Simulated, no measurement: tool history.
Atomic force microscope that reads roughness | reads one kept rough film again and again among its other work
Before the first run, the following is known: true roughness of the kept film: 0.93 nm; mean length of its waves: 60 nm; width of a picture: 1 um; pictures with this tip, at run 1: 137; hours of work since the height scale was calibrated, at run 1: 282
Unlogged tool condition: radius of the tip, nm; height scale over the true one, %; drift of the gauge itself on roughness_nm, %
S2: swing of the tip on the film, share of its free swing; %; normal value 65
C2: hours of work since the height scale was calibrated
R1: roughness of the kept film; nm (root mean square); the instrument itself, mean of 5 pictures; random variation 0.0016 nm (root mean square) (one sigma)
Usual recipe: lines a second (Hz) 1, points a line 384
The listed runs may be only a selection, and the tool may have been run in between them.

{"run": 1, "hour": 0.0, "lines a second (Hz)": 1, "S2": 65, "points a line": 384, "pictures with this tip": 137, "C2": 282, "R1": 0.868}
{"run": 2, "hour": 12.7, "lines a second (Hz)": 1, "S2": 65, "points a line": 384, "pictures with this tip": 145, "C2": 287, "R1": 0.867}
{"run": 3, "hour": 21.7, "lines a second (Hz)": 1, "S2": 65, "points a line": 384, "pictures with this tip": 151, "C2": 291, "R1": 0.867}
{"run": 4, "hour": 31.4, "lines a second (Hz)": 1, "S2": 65, "points a line": 384, "pictures with this tip": 158, "C2": 295, "R1": 0.864}
{"run": 5, "hour": 44.4, "lines a second (Hz)": 1, "S2": 65, "points a line": 384, "pictures with this tip": 167, "C2": 300, "R1": 0.865}
{"run": 6, "hour": 57.7, "lines a second (Hz)": 1, "S2": 65, "points a line": 384, "pictures with this tip": 176, "C2": 305, "R1": 0.863}
{"run": 7, "hour": 71.7, "lines a second (Hz)": 1, "S2": 65, "points a line": 278, "pictures with this tip": 185, "C2": 311, "R1": 0.858}
{"run": 8, "hour": 89.0, "lines a second (Hz)": 1, "S2": 65, "points a line": 278, "pictures with this tip": 197, "C2": 318, "R1": 0.858}
{"run": 9, "hour": 107.9, "lines a second (Hz)": 1, "S2": 65, "points a line": 278, "pictures with this tip": 210, "C2": 326, "R1": 0.856}
{"hour": 123.7, "done": "new tip fitted"}
{"run": 10, "hour": 128.0, "lines a second (Hz)": 1, "S2": 65, "points a line": 278, "pictures with this tip": 3, "C2": 333, "R1": 0.88}
{"hour": 130.6, "done": "height scale calibrated on a step standard"}
{"run": 11, "hour": 144.9, "lines a second (Hz)": 1, "S2": 65, "points a line": 278, "pictures with this tip": 14, "C2": 6, "R1": 0.875}
{"run": 12, "hour": 160.2, "lines a second (Hz)": 1, "S2": 65, "points a line": 278, "pictures with this tip": 25, "C2": 12, "R1": 0.877}
{"run": 13, "hour": 172.2, "lines a second (Hz)": 1, "S2": 65, "points a line": 278, "pictures with this tip": 33, "C2": 17, "R1": 0.877}
{"hour": 183.7, "done": "height scale calibrated on a step standard, once more"}
{"run": 14, "hour": 192.5, "lines a second (Hz)": 1, "S2": 65, "points a line": 278, "pictures with this tip": 46, "C2": 4, "R1": 0.871}
{"run": 15, "hour": 203.0, "lines a second (Hz)": 1, "S2": 65, "points a line": 278, "pictures with this tip": 53, "C2": 8, "R1": 0.873}
{"run": 16, "hour": 221.5, "lines a second (Hz)": 1, "S2": 65, "points a line": 384, "pictures with this tip": 66, "C2": 15, "R1": 0.873}
{"run": 17, "hour": 233.7, "lines a second (Hz)": 1, "S2": 65, "points a line": 384, "pictures with this tip": 74, "C2": 20, "R1": 0.872}
{"run": 18, "hour": 251.6, "lines a second (Hz)": 1, "S2": 65, "points a line": 384, "pictures with this tip": 86, "C2": 27, "R1": 0.873}
{"run": 19, "hour": 265.8, "lines a second (Hz)": 1, "S2": 60, "points a line": 384, "pictures with this tip": 96, "C2": 33, "R1": 0.882}
{"run": 20, "hour": 282.0, "lines a second (Hz)": 0.96, "S2": 77, "points a line": 384, "pictures with this tip": 107, "C2": 39, "R1": 0.839}
{"run": 21, "hour": 291.5, "lines a second (Hz)": 1, "S2": 83, "points a line": 719, "pictures with this tip": 113, "C2": 43, "R1": 0.816}
{"run": 22, "hour": 312.2, "lines a second (Hz)": 0.73, "S2": 81, "points a line": 825, "pictures with this tip": 127, "C2": 52, "R1": 0.841}
{"run": 23, "hour": 331.7, "lines a second (Hz)": 1, "S2": 60, "points a line": 384, "pictures with this tip": 141, "C2": 59, "R1": 0.877}
{"run": 24, "hour": 350.4, "lines a second (Hz)": 0.58, "S2": 64, "points a line": 840, "pictures with this tip": 153, "C2": 67, "R1": 0.884}
{"run": 25, "hour": 367.2, "lines a second (Hz)": 2.54, "S2": 65, "points a line": 343, "pictures with this tip": 165, "C2": 74, "R1": 0.813}
{"run": 26, "hour": 384.2, "lines a second (Hz)": 2.54, "S2": 65, "points a line": 408, "pictures with this tip": 176, "C2": 80, "R1": 0.811}
{"run": 27, "hour": 404.7, "lines a second (Hz)": 1.95, "S2": 59, "points a line": 1016, "pictures with this tip": 190, "C2": 89, "R1": 0.85}
{"run": 28, "hour": 422.0, "lines a second (Hz)": 1.73, "S2": 61, "points a line": 705, "pictures with this tip": 202, "C2": 96, "R1": 0.848}
{"run": 29, "hour": 434.9, "lines a second (Hz)": 1.73, "S2": 61, "points a line": 705, "pictures with this tip": 211, "C2": 101, "R1": 0.85}
{"hour": 448.2, "done": "new tip fitted"}
{"run": 30, "hour": 456.2, "lines a second (Hz)": 0.66, "S2": 62, "points a line": 705, "pictures with this tip": 5, "C2": 109, "R1": 0.9}
{"run": 31, "hour": 466.4, "lines a second (Hz)": 0.66, "S2": 62, "points a line": 325, "pictures with this tip": 12, "C2": 113, "R1": 0.895}
{"run": 32, "hour": 482.9, "lines a second (Hz)": 0.66, "S2": 62, "points a line": 325, "pictures with this tip": 23, "C2": 120, "R1": 0.896}
{"run": 33, "hour": 501.5, "lines a second (Hz)": 0.64, "S2": 56, "points a line": 544, "pictures with this tip": 36, "C2": 127, "R1": 0.904}
{"run": 34, "hour": 522.7, "lines a second (Hz)": 0.64, "S2": 56, "points a line": 544, "pictures with this tip": 50, "C2": 136, "R1": 0.901}

Table of differences, measured result less the result of that run with no hidden state. Run-to-run variation is the same in both. Gauge scatter possibly is not:
run=1 R1=-0.014
run=2 R1=-0.015
run=3 R1=-0.015
run=4 R1=-0.016
run=5 R1=-0.016
run=6 R1=-0.017
run=7 R1=-0.018
run=8 R1=-0.019
run=9 R1=-0.02
run=10 R1=+0
run=11 R1=-0.001
run=12 R1=-0.002
run=13 R1=-0.003
run=14 R1=-0.005
run=15 R1=-0.005
run=16 R1=-0.006
run=17 R1=-0.007
run=18 R1=-0.009
run=19 R1=-0.01
run=20 R1=-0.01
run=21 R1=-0.01
run=22 R1=-0.012
run=23 R1=-0.014
run=24 R1=-0.015
run=25 R1=-0.016
run=26 R1=-0.017
run=27 R1=-0.018
run=28 R1=-0.02
run=29 R1=-0.02
run=30 R1=+0.001
run=31 R1=+0
run=32 R1=-0.001
run=33 R1=-0.003
run=34 R1=-0.004
